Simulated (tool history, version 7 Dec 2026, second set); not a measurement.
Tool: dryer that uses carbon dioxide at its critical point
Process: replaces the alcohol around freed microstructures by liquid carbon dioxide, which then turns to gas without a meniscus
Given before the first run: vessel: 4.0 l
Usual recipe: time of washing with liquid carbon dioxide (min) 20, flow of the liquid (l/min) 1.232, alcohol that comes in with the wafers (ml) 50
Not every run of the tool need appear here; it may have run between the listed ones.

run	day	time of washing with liquid carbon dioxide (min)	flow of the liquid (l/min)	alcohol that comes in with the wafers (ml)	alcohol left in the vessel before it's heated (ppm by volume)
1	0	20	1.232	50	103
2	0.4	20	1.232	50	98
3	0.7	20	1.232	50	102
4	1.167	20	1.232	50	103
5	1.567	20	1.232	50	106
6	2.1	17	1.232	50	206
7	2.779	17	1.232	50	209
8	3.221	17	1.17	50	255
9	3.683	17	1.17	50	257
10	4.029	20	1.232	50	115
11	4.558	20	1.232	50	119
12	5.112	20	1.232	50	106
13	5.617	20	1.232	33	84
14	6.338	20	1.232	33	77
# day 6.638: inlet filter changed
15	7.083	20	1.232	32	43
16	7.592	20	1.3	50	61
17	7.942	18	1.3	50	88
18	8.438	18	1.3	50	80
19	9.104	18	1.3	50	89
20	9.512	18	1.3	50	92
21	9.921	20	1.232	50	68
22	10.592	20	1.54	50	27
23	10.967	20	1.232	24	40
24	11.5	20	1.232	61	84
25	12.012	20	1.232	61	85
26	12.742	13	0.75	108	3445
27	13.375	22	1.48	98	33
28	13.717	20	1.232	72	104
29	14.146	26	0.78	64	250
30	14.854	26	0.78	64	249
31	15.158	20	1.232	46	73
32	15.729	15	1.1	24	193
33	16.108	30	1.64	72	19
34	16.567	30	1.64	72	15
35	16.896	30	1.41	38	28
36	17.242	30	1.41	38	23
37	17.658	30	1.41	38	17
38	18.1	20	1.41	103	81
39	18.4	28	1.232	94	44
40	18.721	24	1.67	65	23

The next listed run, before its measurement:
41	19.05	16	1.232	50	?

{"run 41": {"alcohol left in the vessel before it's heated (ppm by volume)": 197}}
Were there no unlogged condition in the tool, this run, its random variation unchanged, would have produced alcohol left in the vessel before it's heated (ppm by volume) 153.

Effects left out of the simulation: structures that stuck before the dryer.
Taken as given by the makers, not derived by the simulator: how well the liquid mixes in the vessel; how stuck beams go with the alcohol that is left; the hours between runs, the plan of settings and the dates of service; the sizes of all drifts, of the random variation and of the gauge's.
